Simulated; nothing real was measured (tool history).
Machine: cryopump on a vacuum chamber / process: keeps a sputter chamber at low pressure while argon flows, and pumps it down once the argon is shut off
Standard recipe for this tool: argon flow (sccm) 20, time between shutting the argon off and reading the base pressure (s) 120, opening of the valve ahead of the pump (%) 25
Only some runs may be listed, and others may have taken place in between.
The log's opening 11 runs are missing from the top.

run   hour  argon flow (sccm)  time between shutting the argon off and reading the base pressure (s)  opening of the valve ahead of the pump (%)  pressure while argon flows (Pa)  pressure after the wait (uPa)
 12  197.3                 20                                                                    120                                          25                           0.0587                           1.41
 13  213.8                 20                                                                    120                                          25                           0.0586                           1.46
 14  229.2                 20                                                                    120                                          25                           0.0585                           1.46
 15  243.3                 20                                                                    120                                          33                           0.0446                           1.44
 16    255                 20                                                                    120                                          33                           0.0448                           1.45
 17  271.3                 19                                                                    120                                          25                           0.0559                           1.48
 18  287.9                 20                                                                    120                                          25                           0.0588                           1.47
 19  306.1                 38                                                                     29                                          25                           0.1118                           2.35
 20  318.5                 20                                                                    120                                          46                           0.0327                           1.51
 21  333.1                 20                                                                    120                                          46                           0.0326                           1.52
 22  345.1                  8                                                                    120                                          46                           0.0133                           1.44
 23  355.4                 20                                                                    129                                          25                           0.0587                           1.44
 24  373.8                 15                                                                     94                                          25                           0.0438                           1.53
 25  395.6                 13                                                                     50                                          32                             0.03                           1.94
 26  414.4                 13                                                                     50                                          54                           0.0184                           1.92
 27  436.3                 13                                                                     50                                          54                           0.0183                            1.9
 28  458.7                  9                                                                    102                                          48                           0.0143                           1.55

What does the tool deliver on the next run?
 29  469.8                  9                                                                    102                                          48                                ?                              ?

pressure while argon flows (Pa): 0.0143
pressure after the wait (uPa): 1.56
Without the tool's hidden state the same run would have given pressure while argon flows (Pa) 0.0135, pressure after the wait (uPa) 0.45.
